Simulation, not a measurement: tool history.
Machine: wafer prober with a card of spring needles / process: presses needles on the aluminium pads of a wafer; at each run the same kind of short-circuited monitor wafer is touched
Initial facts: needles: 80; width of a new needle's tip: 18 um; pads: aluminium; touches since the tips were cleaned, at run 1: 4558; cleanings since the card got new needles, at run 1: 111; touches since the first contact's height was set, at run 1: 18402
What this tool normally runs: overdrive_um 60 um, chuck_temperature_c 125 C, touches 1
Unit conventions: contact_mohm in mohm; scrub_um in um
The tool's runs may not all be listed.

| run | hour | overdrive_um | chuck_temperature_c | touches | touches since the tips were cleaned | cleanings since the card got new needles | touches since the first contact's height was set | contact_mohm | scrub_um |
|---|---|---|---|---|---|---|---|---|---|
| 1 | 0 | 60 | 125 | 1 | 4558 | 111 | 18402 | 212 | 13.35 |
|  | 7.9 | tips cleaned on abrasive film |
|  | 25.6 | tips cleaned on abrasive film |
|  | 42.7 | tips cleaned on abrasive film |
| 2 | 44.6 | 60 | 125 | 1 | 675 | 114 | 34380 | 213 | 13.38 |
|  | 60.7 | tips cleaned on abrasive film |
|  | 80.4 | tips cleaned on abrasive film |
|  | 97.6 | tips cleaned on abrasive film |
| 3 | 99.2 | 60 | 125 | 1 | 587 | 117 | 53954 | 216 | 13.41 |
|  | 118.1 | tips cleaned on abrasive film |
| 4 | 132.1 | 60 | 111 | 1 | 5068 | 118 | 65780 | 211 | 13.39 |
|  | 139 | tips cleaned on abrasive film |
|  | 156.3 | tips cleaned on abrasive film |
|  | 176.4 | tips cleaned on abrasive film |
| 5 | 190.1 | 60 | 111 | 1 | 4922 | 121 | 86559 | 210 | 13.42 |
|  | 194.4 | tips cleaned on abrasive film |
|  | 214.8 | tips cleaned on abrasive film |
|  | 236 | tips cleaned on abrasive film |
| 6 | 241.3 | 60 | 111 | 2 | 1907 | 124 | 104912 | 212 | 13.4 |
|  | 254.2 | tips cleaned on abrasive film |
|  | 273 | tips cleaned on abrasive film |
| 7 | 280.5 | 60 | 111 | 2 | 2709 | 126 | 118978 | 207 | 13.45 |
|  | 290.5 | tips cleaned on abrasive film |
|  | 308.8 | tips cleaned on abrasive film |
|  | 329.2 | tips cleaned on abrasive film |
| 8 | 340 | 60 | 125 | 1 | 3872 | 129 | 140321 | 209 | 13.43 |
|  | 348.2 | tips cleaned on abrasive film |
|  | 366.1 | tips cleaned on abrasive film |
|  | 384.8 | tips cleaned on abrasive film |
| 9 | 387.3 | 60 | 125 | 1 | 924 | 132 | 157284 | 211 | 13.45 |
|  | 402.8 | tips cleaned on abrasive film |
|  | 412.2 | height of the first contact set anew |
|  | 420.8 | tips cleaned on abrasive film |
|  | 440.8 | tips cleaned on abrasive film |
| 10 | 449.6 | 60 | 125 | 1 | 3149 | 135 | 13393 | 215 | 13.49 |
|  | 460.7 | tips cleaned on abrasive film |
|  | 482.1 | tips cleaned on abrasive film |
| 11 | 484.2 | 69 | 125 | 1 | 748 | 137 | 25798 | 209 | 15.57 |
|  | 501.9 | tips cleaned on abrasive film |
|  | 521.7 | tips cleaned on abrasive film |
| 12 | 522 | 65 | 125 | 1 | 114 | 139 | 39371 | 212 | 14.64 |
|  | 541.5 | tips cleaned on abrasive film |
|  | 560.6 | tips cleaned on abrasive film |
| 13 | 577.6 | 65 | 125 | 1 | 6136 | 141 | 59322 | 211 | 14.6 |
|  | 580.8 | tips cleaned on abrasive film |
|  | 600.1 | tips cleaned on abrasive film |
|  | 618.8 | tips cleaned on abrasive film |
| 14 | 626 | 43 | 125 | 1 | 2591 | 144 | 76665 | 228 | 9.77 |
|  | 636.3 | tips cleaned on abrasive film |
| 15 | 651.7 | 43 | 125 | 1 | 5549 | 145 | 85910 | 221 | 9.69 |
|  | 655.4 | tips cleaned on abrasive film |
|  | 674.1 | tips cleaned on abrasive film |
| 16 | 683 | 43 | 125 | 1 | 3236 | 147 | 97123 | 220 | 9.71 |
|  | 693.2 | tips cleaned on abrasive film |
|  | 712.5 | tips cleaned on abrasive film |
|  | 729.9 | tips cleaned on abrasive film |
| 17 | 730.4 | 47 | 125 | 1 | 197 | 150 | 114107 | 222 | 10.6 |
|  | 748.7 | tips cleaned on abrasive film |
|  | 768.2 | tips cleaned on abrasive film |
|  | 788.6 | tips cleaned on abrasive film |
| 18 | 790.8 | 47 | 125 | 1 | 780 | 153 | 135756 | 225 | 10.61 |
|  | 806.2 | tips cleaned on abrasive film |
|  | 824.7 | tips cleaned on abrasive film |
| 19 | 824.7 | 67 | 125 | 2 | 0 | 155 | 147909 | 211 | 15.18 |
|  | 844.5 | tips cleaned on abrasive film |
|  | 862.9 | tips cleaned on abrasive film |
|  | 878.1 | height of the first contact set anew |
|  | 881.4 | tips cleaned on abrasive film |
| 20 | 881.4 | 60 | 53 | 2 | 0 | 158 | 1151 | 195 | 13.6 |
|  | 899.7 | tips cleaned on abrasive film |
|  | 920.1 | tips cleaned on abrasive film |
| 21 | 920.1 | 66 | 70 | 2 | 0 | 160 | 15018 | 195 | 14.88 |
|  | 940.5 | tips cleaned on abrasive film |
|  | 958.5 | tips cleaned on abrasive film |
| 22 | 958.5 | 65 | 38 | 2 | 0 | 162 | 28800 | 192 | 14.8 |
|  | 977.9 | tips cleaned on abrasive film |
|  | 996.2 | tips cleaned on abrasive film |
|  | 1017 | tips cleaned on abrasive film |
| 23 | 1017.5 | 65 | 38 | 2 | 182 | 165 | 49953 | 191 | 14.74 |
|  | 1037.9 | tips cleaned on abrasive film |
|  | 1055.1 | tips cleaned on abrasive film |
|  | 1073.8 | tips cleaned on abrasive film |
| 24 | 1079.3 | 50 | 125 | 1 | 1955 | 168 | 72110 | 218 | 11.32 |
|  | 1095.1 | tips cleaned on abrasive film |
|  | 1111.1 | gauge calibrated |
|  | 1114.2 | tips cleaned on abrasive film |
|  | 1133 | tips cleaned on abrasive film |
| 25 | 1136.8 | 55 | 125 | 1 | 1393 | 171 | 92761 | 212 | 12.28 |
|  | 1153 | tips cleaned on abrasive film |
|  | 1170.7 | tips cleaned on abrasive film |
| 26 | 1170.7 | 55 | 40 | 1 | 0 | 173 | 104904 | 193 | 12.23 |
|  | 1190.7 | tips cleaned on abrasive film |
|  | 1208 | tips cleaned on abrasive film |
| 27 | 1223.7 | 62 | 114 | 1 | 5645 | 175 | 123926 | 206 | 13.88 |

4 options for the next run, each taken on its own from the tool as it stands now. Forecast them:
|  | 1226.4 | tips cleaned on abrasive film |
|  | 1244.8 | tips cleaned on abrasive film |
|  | 1262.3 | tips cleaned on abrasive film |
| A | 1262.3 | 52 | 58 | 1 | 0 | 178 | 137739 | ? | ? |
|  | 1226.4 | tips cleaned on abrasive film |
|  | 1244.8 | tips cleaned on abrasive film |
|  | 1262.3 | tips cleaned on abrasive film |
| B | 1262.3 | 60 | 54 | 1 | 0 | 178 | 137739 | ? | ? |
|  | 1226.4 | tips cleaned on abrasive film |
|  | 1244.8 | tips cleaned on abrasive film |
|  | 1262.3 | tips cleaned on abrasive film |
| C | 1262.3 | 72 | 94 | 1 | 0 | 178 | 137739 | ? | ? |
|  | 1226.4 | tips cleaned on abrasive film |
|  | 1244.8 | tips cleaned on abrasive film |
|  | 1262.3 | tips cleaned on abrasive film |
| D | 1262.3 | 62 | 49 | 1 | 0 | 178 | 137739 | ? | ? |

| run | contact_mohm | scrub_um |
|---|---|---|
| A | 200 | 11.62 |
| B | 196 | 13.38 |
| C | 199 | 16.02 |
| D | 193 | 13.85 |
With the hidden condition removed and each run's random variation left untouched, the same runs would have given:
| run | contact_mohm | scrub_um |
|---|---|---|
| A | 200 | 11.59 |
| B | 196 | 13.35 |
| C | 199 | 15.98 |
| D | 193 | 13.81 |
